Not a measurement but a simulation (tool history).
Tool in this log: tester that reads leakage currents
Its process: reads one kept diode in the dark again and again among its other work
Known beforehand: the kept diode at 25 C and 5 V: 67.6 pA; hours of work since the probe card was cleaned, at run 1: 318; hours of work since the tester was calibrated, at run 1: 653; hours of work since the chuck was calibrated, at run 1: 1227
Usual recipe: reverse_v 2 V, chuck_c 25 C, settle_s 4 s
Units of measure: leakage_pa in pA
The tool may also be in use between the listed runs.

run     day  reverse_v  chuck_c  settle_s  hours of work since the probe card was cleaned  hours of work since the tester was calibrated  hours of work since the chuck was calibrated  leakage_pa
  1       0          2       25         4                                             318                                            653                                          1227       37.07
  2   1.729          2       25         4                                             341                                            676                                          1251       36.88
  3   4.117          2       25         4                                             374                                            709                                          1284       36.61
  4   5.846          2       25         4                                             398                                            733                                          1308       36.67
  5   8.058          2       25         4                                             429                                            764                                          1339       36.66
  6   10.55          2       25         4                                             463                                            798                                          1373        36.6
     10.992  -- probe card cleaned and baked
  7  13.404          5       21      4.79                                              33                                            836                                          1411       43.84
  8  16.171          5       21      4.79                                              72                                            874                                          1449       43.77
  9  18.483          2       25      1.95                                             103                                            906                                          1481        36.6
 10  20.196       1.06       25      0.76                                             127                                            930                                          1504       25.74

Run 11 has not been measured yet. What should we expect?
 11  22.438      19.71       43      5.91                                             158                                            961                                          1535           ?

For run 11 the tool returned leakage_pa 589.82 pA.
Were there no unlogged condition in the tool, this run, its random variation unchanged, would have produced leakage_pa 659.48 pA.
